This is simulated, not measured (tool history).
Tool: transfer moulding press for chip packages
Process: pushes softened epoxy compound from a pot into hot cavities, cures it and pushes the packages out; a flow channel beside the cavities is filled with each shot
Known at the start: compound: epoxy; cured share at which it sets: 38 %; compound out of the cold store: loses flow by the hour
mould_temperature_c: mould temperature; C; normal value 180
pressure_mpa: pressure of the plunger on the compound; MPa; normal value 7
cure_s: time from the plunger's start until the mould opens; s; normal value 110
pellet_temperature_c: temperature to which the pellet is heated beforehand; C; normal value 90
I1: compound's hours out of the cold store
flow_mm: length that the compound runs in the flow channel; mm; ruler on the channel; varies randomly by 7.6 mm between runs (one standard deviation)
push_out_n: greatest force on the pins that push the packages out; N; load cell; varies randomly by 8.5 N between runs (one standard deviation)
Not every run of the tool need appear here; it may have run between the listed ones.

Run 1, hour 0: usual settings; I1 34.2. Result: flow_mm 841 mm, push_out_n 626 N.
Run 2, hour 33.4: usual settings; I1 14.1. Result: flow_mm 927 mm, push_out_n 733 N.
At hour 39.6: cavities cleaned with cleaning compound and waxed.
Run 3, hour 59: usual settings; I1 41.3. Result: flow_mm 807 mm, push_out_n 790 N.
Run 4, hour 81.8: usual settings; I1 43.7. Result: flow_mm 793 mm, push_out_n 820 N.
Run 5, hour 114.9: usual settings; I1 43.4. Result: flow_mm 786 mm, push_out_n 748 N.
At hour 137.3: cavities cleaned with cleaning compound and waxed.
Run 6, hour 154.9: usual settings; I1 39.8. Result: flow_mm 796 mm, push_out_n 492 N.

For run 7, what comes out?
At hour 174.7: cavities cleaned with cleaning compound and waxed, once more.
At hour 183.5: mould's thermocouples calibrated.
Run 7, hour 196: usual settings; I1 27.4. Result: flow_mm ?, push_out_n ?.

flow_mm: 850 mm
push_out_n: 465 N
Had the tool carried no hidden state, the very same run would have given flow_mm 892 mm, push_out_n 364 N.
